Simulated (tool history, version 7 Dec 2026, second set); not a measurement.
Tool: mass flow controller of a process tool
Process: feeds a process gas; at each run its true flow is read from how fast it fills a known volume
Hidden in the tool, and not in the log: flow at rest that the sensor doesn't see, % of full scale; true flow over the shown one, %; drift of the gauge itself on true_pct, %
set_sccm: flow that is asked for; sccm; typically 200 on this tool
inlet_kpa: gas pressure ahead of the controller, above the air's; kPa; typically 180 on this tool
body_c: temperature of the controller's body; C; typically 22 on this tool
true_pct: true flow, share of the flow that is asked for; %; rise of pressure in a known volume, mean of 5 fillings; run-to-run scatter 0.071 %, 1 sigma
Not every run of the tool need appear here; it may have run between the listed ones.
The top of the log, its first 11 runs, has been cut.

run,hour,set_sccm,inlet_kpa,body_c,hours of work since the controller was set to zero,hours of work since the controller was changed,true_pct
12,1225.5,63,180,22,2238,2238,98.16
13,1345.4,200,198,22,2311,2311,99.45
14,1464.1,200,180,32,2383,2383,98.92
15,1566.2,200,180,32,2444,2444,99.13
16,1674.4,200,176,32,2510,2510,98.85
17,1797.5,200,189,22,2584,2584,99.57
18,1873.3,200,189,22,2630,2630,99.63
19,1997.1,200,189,22,2705,2705,99.74
20,2147,200,189,22,2796,2796,99.72
21,2232.4,200,189,22,2848,2848,99.57
22,2314.4,69,180,22,2897,2897,97.83
23,2400,69,180,22,2949,2949,97.91

What does the tool deliver on the next run?
24,2506.2,69,180,22,3013,3013,?

{"run 24": {"true_pct": 97.8}}
Take away the tool's hidden state, keep the run-to-run variation as it was, and the same run would have given true_pct 99.57 %.
